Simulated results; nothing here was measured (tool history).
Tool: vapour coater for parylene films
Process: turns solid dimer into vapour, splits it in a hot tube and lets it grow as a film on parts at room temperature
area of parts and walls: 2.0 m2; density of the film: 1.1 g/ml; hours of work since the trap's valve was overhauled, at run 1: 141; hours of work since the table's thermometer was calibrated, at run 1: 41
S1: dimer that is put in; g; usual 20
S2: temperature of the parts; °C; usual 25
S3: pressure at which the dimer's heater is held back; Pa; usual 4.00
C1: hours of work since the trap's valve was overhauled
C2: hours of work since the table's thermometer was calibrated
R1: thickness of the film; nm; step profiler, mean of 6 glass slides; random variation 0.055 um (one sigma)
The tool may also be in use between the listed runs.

run 1 hour=0.0 | S1=20 S2=25 S3=4.00 | C1=141 C2=41 | R1=6410
run 2 hour=42.6 | S1=20 S2=25 S3=4.00 | C1=167 C2=67 | R1=6360
run 3 hour=73.1 | S1=20 S2=25 S3=4.00 | C1=186 C2=86 | R1=6340
run 4 hour=102.8 | S1=20 S2=25 S3=4.00 | C1=204 C2=104 | R1=6440
-- hour=123.2 trap's valve overhauled
run 5 hour=162.2 | S1=20 S2=25 S3=4.00 | C1=24 C2=139 | R1=6400
run 6 hour=220.7 | S1=20 S2=25 S3=4.00 | C1=61 C2=175 | R1=6380
run 7 hour=262.4 | S1=20 S2=25 S3=4.00 | C1=86 C2=201 | R1=6350
run 8 hour=311.2 | S1=18 S2=31 S3=2.22 | C1=117 C2=231 | R1=5080
run 9 hour=363.2 | S1=18 S2=31 S3=2.22 | C1=149 C2=263 | R1=5120
run 10 hour=401.5 | S1=18 S2=31 S3=2.22 | C1=173 C2=287 | R1=5090
run 11 hour=456.4 | S1=18 S2=31 S3=2.22 | C1=207 C2=321 | R1=5180
-- hour=474.7 trap's valve overhauled
run 12 hour=485.3 | S1=13 S2=18 S3=2.96 | C1=7 C2=337 | R1=5480
run 13 hour=527.5 | S1=13 S2=18 S3=2.96 | C1=33 C2=363 | R1=5510

3 ways to go on from here, each from the tool as it stands after run 13. What would each give?
run A hour=565.8 | S1=23 S2=25 S3=4.00 | C1=56 C2=387 | R1=?
run B hour=565.8 | S1=17 S2=26 S3=2.65 | C1=56 C2=387 | R1=?
run C hour=565.8 | S1=13 S2=18 S3=5.16 | C1=56 C2=387 | R1=?

run=A R1=7420
run=B R1=5580
run=C R1=5140
Without the tool's hidden state the same runs would have given:
run=A R1=7440
run=B R1=5590
run=C R1=5140
